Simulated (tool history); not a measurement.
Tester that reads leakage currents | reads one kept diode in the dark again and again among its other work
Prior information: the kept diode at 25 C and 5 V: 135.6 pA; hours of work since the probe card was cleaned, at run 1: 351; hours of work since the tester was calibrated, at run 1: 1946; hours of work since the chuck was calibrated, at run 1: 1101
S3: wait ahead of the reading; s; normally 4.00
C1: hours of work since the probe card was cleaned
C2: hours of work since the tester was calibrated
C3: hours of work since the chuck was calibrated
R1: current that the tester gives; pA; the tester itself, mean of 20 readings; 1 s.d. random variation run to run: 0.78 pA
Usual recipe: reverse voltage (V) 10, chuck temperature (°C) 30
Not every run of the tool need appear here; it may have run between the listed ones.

{"run": 1, "hour": 0.0, "reverse voltage (V)": 10, "chuck temperature (°C)": 30, "S3": 4.0, "C1": 351, "C2": 1946, "C3": 1101, "R1": 259.13}
{"run": 2, "hour": 46.3, "reverse voltage (V)": 10, "chuck temperature (°C)": 30, "S3": 0.41, "C1": 387, "C2": 1983, "C3": 1137, "R1": 265.99}
{"run": 3, "hour": 98.5, "reverse voltage (V)": 10, "chuck temperature (°C)": 30, "S3": 0.41, "C1": 428, "C2": 2023, "C3": 1178, "R1": 266.61}
{"run": 4, "hour": 149.5, "reverse voltage (V)": 10, "chuck temperature (°C)": 30, "S3": 0.41, "C1": 468, "C2": 2063, "C3": 1218, "R1": 266.46}
{"run": 5, "hour": 184.2, "reverse voltage (V)": 10, "chuck temperature (°C)": 30, "S3": 0.41, "C1": 495, "C2": 2091, "C3": 1245, "R1": 266.35}
{"hour": 203.8, "done": "chuck's temperature calibrated"}
{"run": 6, "hour": 245.4, "reverse voltage (V)": 10, "chuck temperature (°C)": 30, "S3": 0.41, "C1": 541, "C2": 2137, "C3": 33, "R1": 267.28}
{"run": 7, "hour": 290.7, "reverse voltage (V)": 10, "chuck temperature (°C)": 30, "S3": 0.41, "C1": 577, "C2": 2172, "C3": 68, "R1": 267.26}
{"run": 8, "hour": 336.2, "reverse voltage (V)": 10, "chuck temperature (°C)": 58, "S3": 0.41, "C1": 612, "C2": 2208, "C3": 104, "R1": 1695.07}

What does the tool deliver on the next run?
{"run": 9, "hour": 391.7, "reverse voltage (V)": 10, "chuck temperature (°C)": 58, "S3": 0.41, "C1": 656, "C2": 2251, "C3": 147, "R1": "?"}

{"run 9": {"R1": 1696.47}}
The same run, on a tool lacking any hidden state, would have yielded R1 1697.34 pA.
